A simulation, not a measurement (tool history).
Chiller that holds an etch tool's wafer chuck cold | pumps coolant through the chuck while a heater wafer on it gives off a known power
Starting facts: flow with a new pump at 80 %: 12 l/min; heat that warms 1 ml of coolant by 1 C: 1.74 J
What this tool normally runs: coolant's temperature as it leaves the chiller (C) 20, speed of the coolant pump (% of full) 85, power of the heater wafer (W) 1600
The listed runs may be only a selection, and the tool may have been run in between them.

run    hour  coolant's temperature as it leaves the chiller (C)  speed of the coolant pump (% of full)  power of the heater wafer (W)  chuck's temperature once it has settled (C)  how much warmer the coolant comes back (C)
  1       0                                                  20                                     85                           1600                                         30.4                                        4.31
  2    48.9                                                  20                                     85                           1600                                         30.3                                        4.36
  3   135.4                                                  20                                     85                           1600                                         30.3                                        4.29
      166.3  -- chiller's thermometer calibrated
  4   183.9                                                  20                                     85                           1600                                         30.6                                        4.28
  5   282.6                                                  20                                     85                           1600                                         30.6                                        4.25
  6   336.8                                                  20                                     85                           1286                                         28.4                                        3.37
  7   397.9                                                  20                                     85                           1286                                         28.5                                        3.44
  8   473.1                                                  20                                     85                           1286                                         28.4                                        3.44
  9   553.9                                                  24                                     85                           1286                                         32.4                                         3.4
 10     655                                                  24                                     85                           1286                                         32.2                                        3.38
 11   759.2                                                  24                                     85                           1286                                         32.5                                        3.38
 12     864                                                  24                                     85                           1286                                         32.4                                        3.31
 13   908.4                                                  20                                     68                           1097                                         28.4                                        3.53
 14   996.9                                                  10                                     86                           1751                                         21.4                                        4.51
 15  1095.5                                                  14                                     75                           2207                                         29.6                                        6.56
 16  1155.2                                                  14                                     75                           2207                                         29.8                                         6.5
 17  1208.4                                                  14                                     75                           2207                                         29.8                                        6.54
     1218.8  -- gauge calibrated
 18  1278.3                                                  14                                     75                           2207                                         29.6                                        6.69
 19  1345.8                                                  20                                     75                           1065                                         27.9                                        3.18
 20  1393.8                                                  20                                     68                           1561                                           32                                        5.18
 21  1470.6                                                  20                                     64                           1052                                         28.4                                        3.71

Forecast run 22:
 22  1539.4                                                  20                                     64                           1052                                            ?                                           ?

Logged for run 22: chuck's temperature once it has settled (C) 28.4, how much warmer the coolant comes back (C) 3.7.
With the hidden condition absent and the run-to-run variation left alone, this run would have shown chuck's temperature once it has settled (C) 28.4, how much warmer the coolant comes back (C) 3.75.

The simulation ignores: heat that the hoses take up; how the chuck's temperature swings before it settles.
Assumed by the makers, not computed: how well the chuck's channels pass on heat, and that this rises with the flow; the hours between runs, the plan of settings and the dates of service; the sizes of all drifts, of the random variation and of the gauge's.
